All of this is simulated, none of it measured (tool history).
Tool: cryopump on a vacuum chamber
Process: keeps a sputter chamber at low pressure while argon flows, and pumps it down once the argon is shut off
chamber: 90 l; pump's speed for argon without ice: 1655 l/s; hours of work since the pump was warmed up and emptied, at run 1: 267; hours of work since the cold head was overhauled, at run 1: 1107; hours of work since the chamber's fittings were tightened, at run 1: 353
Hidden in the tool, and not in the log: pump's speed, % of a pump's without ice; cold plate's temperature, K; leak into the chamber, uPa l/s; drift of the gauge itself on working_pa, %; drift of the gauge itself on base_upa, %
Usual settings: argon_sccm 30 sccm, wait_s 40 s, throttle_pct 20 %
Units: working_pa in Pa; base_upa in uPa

run    hour  argon_sccm  wait_s  throttle_pct  hours of work since the pump was warmed up and emptied  hours of work since the cold head was overhauled  hours of work since the chamber's fittings were tightened  working_pa  base_upa
  1     0.0          30      40            20                                                     267                                              1107                                                        353      0.1620      1.45
  2    62.1          30      40            20                                                     316                                              1156                                                        402      0.1658      1.55
      133.3  -- pump warmed up, emptied and cooled again
  3   133.3          30      40            33                                                       0                                              1208                                                        454      0.0935      1.47
  4   195.9          30      40            33                                                      49                                              1258                                                        503      0.0953      1.51
  5   272.0          30      40            33                                                     109                                              1318                                                        563      0.0971      1.63
  6   325.3          14      40            20                                                     151                                              1360                                                        605      0.0729      1.64
  7   430.4          14      40            19                                                     234                                              1443                                                        688      0.0793      1.74
  8   477.4          30      40            40                                                     271                                              1480                                                        725      0.0864      1.94
  9   584.3          51      40            20                                                     356                                              1564                                                        810      0.2798      1.94
      603.9  -- pump warmed up, emptied and cooled again
 10   653.9          42      61            26                                                      39                                              1615                                                        860      0.1680      1.43
 11   764.8          32      31            15                                                     127                                              1702                                                        948      0.2240      2.17
 12   843.6          30     133            27                                                     189                                              1764                                                       1010      0.1193      1.41
 13   930.9          52     147            20                                                     258                                              1833                                                       1079      0.2801      1.48
 14   988.9          53      40            43                                                     304                                              1879                                                       1125      0.1445      2.26
 15  1037.9          53      40            43                                                     342                                              1917                                                       1163      0.1484      2.32
     1074.7  -- pump warmed up, emptied and cooled again
 16  1114.8          53     189            44                                                      32                                              1974                                                       1220      0.1268      1.33
 17  1188.6          53     189            44                                                      90                                              2032                                                       1278      0.1284      1.36

Forecast each of these 3 alternatives for the next run:
  A  1282.5          24     189            27                                                     164                                              2106                                                       1352           ?         ?
  B  1282.5          16      98            20                                                     164                                              2106                                                       1352           ?         ?
  C  1282.5          13     189            43                                                     164                                              2106                                                       1352           ?         ?

run  working_pa  base_upa
  A      0.0948      1.56
  B      0.0842      1.76
  C      0.0341      1.54
Without the tool's hidden state the same runs would have given:
run  working_pa  base_upa
  A      0.0907      0.39
  B      0.0815      0.59
  C      0.0319      0.39
